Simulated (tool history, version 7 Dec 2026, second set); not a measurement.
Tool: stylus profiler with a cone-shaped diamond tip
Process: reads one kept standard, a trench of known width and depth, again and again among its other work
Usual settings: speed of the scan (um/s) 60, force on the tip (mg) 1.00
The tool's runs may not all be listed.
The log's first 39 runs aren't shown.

run   hour  speed of the scan (um/s)  force on the tip (mg)  depth of the trench (Å)  width of the trench's floor (um)
 40  438.9                       179                   0.55                  10024.1                             42.56
 41  453.8                       179                   0.55                  10020.0                             42.48
 42  460.5                        16                   0.64                  10028.3                             44.15
 43  473.5                        46                   1.00                  10046.1                             43.92
 44  481.6                        65                   1.79                  10078.8                             43.92
 45  492.4                        65                   1.79                  10080.1                             43.89
 46  507.1                        68                   2.01                  10084.4                             43.84
 47  521.9                        24                   1.54                  10068.5                             44.09

Forecast each of these 3 alternatives for the next run:
  A  530.6                       206                   1.54                        ?                                 ?
  B  530.6                        24                   1.05                        ?                                 ?
  C  530.6                        24                   0.86                        ?                                 ?

run  depth of the trench (Å)  width of the trench's floor (um)
  A                  10068.9                             43.03
  B                  10048.1                             44.04
  C                  10038.5                             44.02
Without the tool's hidden state the same runs would have given:
run  depth of the trench (Å)  width of the trench's floor (um)
  A                  10095.8                             45.38
  B                  10075.0                             46.39
  C                  10065.4                             46.37

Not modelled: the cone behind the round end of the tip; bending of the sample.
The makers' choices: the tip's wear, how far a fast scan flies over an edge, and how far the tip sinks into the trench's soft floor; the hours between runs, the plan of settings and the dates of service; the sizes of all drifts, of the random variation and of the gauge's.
